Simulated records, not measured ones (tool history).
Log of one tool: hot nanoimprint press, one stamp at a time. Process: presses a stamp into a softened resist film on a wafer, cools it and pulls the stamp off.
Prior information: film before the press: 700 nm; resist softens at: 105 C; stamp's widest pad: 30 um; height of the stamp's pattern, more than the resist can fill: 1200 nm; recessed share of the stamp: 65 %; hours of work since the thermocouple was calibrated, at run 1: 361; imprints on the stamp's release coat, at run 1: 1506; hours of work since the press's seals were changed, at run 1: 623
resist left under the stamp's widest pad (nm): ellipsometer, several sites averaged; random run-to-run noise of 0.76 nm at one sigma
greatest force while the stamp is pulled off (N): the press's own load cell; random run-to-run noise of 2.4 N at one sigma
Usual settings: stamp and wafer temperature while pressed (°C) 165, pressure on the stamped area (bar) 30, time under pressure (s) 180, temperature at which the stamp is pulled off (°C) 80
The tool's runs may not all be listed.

run	day	stamp and wafer temperature while pressed (°C)	pressure on the stamped area (bar)	time under pressure (s)	temperature at which the stamp is pulled off (°C)	hours of work since the thermocouple was calibrated	imprints on the stamp's release coat	hours of work since the press's seals were changed	resist left under the stamp's widest pad (nm)	greatest force while the stamp is pulled off (N)
1	0	165	30	180	80	361	1506	623	319.2	115
2	0.892	165	30	180	80	374	1589	636	318.5	109
3	1.95	165	30	180	80	390	1688	652	320.2	110
4	3.158	165	30	180	80	408	1801	670	320.3	112
# day 4.333: press's hydraulic seals changed and the load cell set to zero
5	4.617	165	30	180	80	424	1907	4	321	109
6	5.192	165	30	180	80	433	1960	13	320.9	115
7	6.079	165	36.2	180	80	446	2043	26	292.2	109
8	6.738	155	30	180	80	456	2105	36	457	111
9	7.279	155	30	180	80	464	2156	44	456.1	107
# day 7.775: plate thermocouple calibrated
# day 8.104: stamp cleaned and given a new release coat
10	8.796	155	30	180	80	11	64	60	458	111
11	9.904	155	30	180	80	28	168	77	459	111
12	10.471	155	30	180	80	36	221	85	459.8	110
13	11.554	155	30	180	80	52	322	101	458.2	110
14	12.475	155	25	180	80	66	408	115	492	108
15	13.183	155	25	202	80	76	475	125	479.9	109
16	14.342	155	25	202	80	93	583	143	479.1	114
17	15.279	155	35.2	161	79	107	671	156	445.2	112
18	15.979	155	35.2	161	79	118	736	167	444.9	113
19	16.804	155	35.2	161	79	130	813	179	447.7	114
# day 17.388: gauge calibrated
20	18.05	169	30	180	67	148	930	197	277.1	136
21	18.779	176	23.5	104	80	159	998	208	307.1	107
22	19.646	176	23.5	104	88	172	1079	221	307.3	94
23	20.346	174	24.8	194	69	182	1145	231	252.9	129
24	20.967	170	25.7	334	83	192	1203	241	233.3	103

Pick out some run-to-run changes in resist left under the stamp's widest pad (nm). Of each, how much would a tool without hidden state show as well, from the settings, what came in and chance, and how much is left for the hidden state and any gauge scatter not in both results compared?
What the log doesn't record here: true temperature over the reading, C; pressure that arrives at the usual setting, %; grip of the stamp's worn release coat, % over a new coat's; drift of the gauge itself on residual_nm, %; drift of the gauge itself on pull_off_n, %.
Run 7 -> 8: stamp and wafer temperature while pressed (°C) 165 -> 155, pressure on the stamped area (bar) 36.2 -> 30. resist left under the stamp's widest pad (nm) +164.8: hidden state +1.4, all else +163.4.
Run 19 -> 20: stamp and wafer temperature while pressed (°C) 155 -> 169, pressure on the stamped area (bar) 35.2 -> 30, time under pressure (s) 161 -> 180, temperature at which the stamp is pulled off (°C) 79 -> 67, gauge calibrated. resist left under the stamp's widest pad (nm) -170.6: hidden state -8.4, all else -162.2.
